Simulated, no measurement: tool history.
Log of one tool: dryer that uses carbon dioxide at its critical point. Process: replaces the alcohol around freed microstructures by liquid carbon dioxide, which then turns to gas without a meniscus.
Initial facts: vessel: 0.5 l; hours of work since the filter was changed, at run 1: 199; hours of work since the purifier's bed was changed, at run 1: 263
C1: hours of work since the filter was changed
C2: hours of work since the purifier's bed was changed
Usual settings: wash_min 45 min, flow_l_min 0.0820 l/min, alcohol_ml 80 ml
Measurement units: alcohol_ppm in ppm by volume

{"run": 1, "hour": 0.0, "wash_min": 45, "flow_l_min": 0.082, "alcohol_ml": 80, "C1": 199, "C2": 263, "alcohol_ppm": 823}
{"run": 2, "hour": 45.6, "wash_min": 45, "flow_l_min": 0.082, "alcohol_ml": 80, "C1": 226, "C2": 290, "alcohol_ppm": 871}
{"run": 3, "hour": 84.1, "wash_min": 45, "flow_l_min": 0.082, "alcohol_ml": 80, "C1": 248, "C2": 313, "alcohol_ppm": 901}
{"hour": 105.0, "done": "inlet filter changed"}
{"run": 4, "hour": 128.6, "wash_min": 47, "flow_l_min": 0.082, "alcohol_ml": 80, "C1": 14, "C2": 339, "alcohol_ppm": 545}
{"run": 5, "hour": 179.4, "wash_min": 47, "flow_l_min": 0.082, "alcohol_ml": 80, "C1": 44, "C2": 369, "alcohol_ppm": 545}
{"run": 6, "hour": 208.8, "wash_min": 47, "flow_l_min": 0.082, "alcohol_ml": 80, "C1": 62, "C2": 386, "alcohol_ppm": 600}
{"run": 7, "hour": 271.5, "wash_min": 47, "flow_l_min": 0.082, "alcohol_ml": 80, "C1": 99, "C2": 424, "alcohol_ppm": 594}
{"run": 8, "hour": 315.2, "wash_min": 47, "flow_l_min": 0.082, "alcohol_ml": 80, "C1": 125, "C2": 449, "alcohol_ppm": 636}
{"run": 9, "hour": 376.0, "wash_min": 41, "flow_l_min": 0.0592, "alcohol_ml": 80, "C1": 161, "C2": 486, "alcohol_ppm": 4563}
{"run": 10, "hour": 419.5, "wash_min": 41, "flow_l_min": 0.0592, "alcohol_ml": 80, "C1": 187, "C2": 511, "alcohol_ppm": 4682}
{"run": 11, "hour": 479.9, "wash_min": 39, "flow_l_min": 0.1372, "alcohol_ml": 40, "C1": 223, "C2": 547, "alcohol_ppm": 146}
{"run": 12, "hour": 528.0, "wash_min": 35, "flow_l_min": 0.0655, "alcohol_ml": 80, "C1": 251, "C2": 576, "alcohol_ppm": 6088}
{"hour": 544.0, "done": "inlet filter changed"}
{"run": 13, "hour": 556.1, "wash_min": 55, "flow_l_min": 0.0809, "alcohol_ml": 80, "C1": 7, "C2": 592, "alcohol_ppm": 301}
{"run": 14, "hour": 587.2, "wash_min": 55, "flow_l_min": 0.0809, "alcohol_ml": 80, "C1": 26, "C2": 610, "alcohol_ppm": 310}
{"run": 15, "hour": 629.4, "wash_min": 55, "flow_l_min": 0.0809, "alcohol_ml": 80, "C1": 51, "C2": 635, "alcohol_ppm": 333}

Predict each of these 5 candidate next runs independently; none follows another, all start after run 15:
{"run": "A", "hour": 662.8, "wash_min": 33, "flow_l_min": 0.082, "alcohol_ml": 41, "C1": 71, "C2": 655, "alcohol_ppm": "?"}
{"run": "B", "hour": 662.8, "wash_min": 55, "flow_l_min": 0.0809, "alcohol_ml": 92, "C1": 71, "C2": 655, "alcohol_ppm": "?"}
{"run": "C", "hour": 662.8, "wash_min": 46, "flow_l_min": 0.0809, "alcohol_ml": 24, "C1": 71, "C2": 655, "alcohol_ppm": "?"}
{"run": "D", "hour": 662.8, "wash_min": 55, "flow_l_min": 0.0809, "alcohol_ml": 32, "C1": 71, "C2": 655, "alcohol_ppm": "?"}
{"run": "E", "hour": 662.8, "wash_min": 68, "flow_l_min": 0.1313, "alcohol_ml": 43, "C1": 71, "C2": 655, "alcohol_ppm": "?"}

run=A alcohol_ppm=1598
run=B alcohol_ppm=374
run=C alcohol_ppm=306
run=D alcohol_ppm=200
run=E alcohol_ppm=123
Without the tool's unlogged condition, the same runs would have read:
run=A alcohol_ppm=1365
run=B alcohol_ppm=222
run=C alcohol_ppm=166
run=D alcohol_ppm=72
run=E alcohol_ppm=5
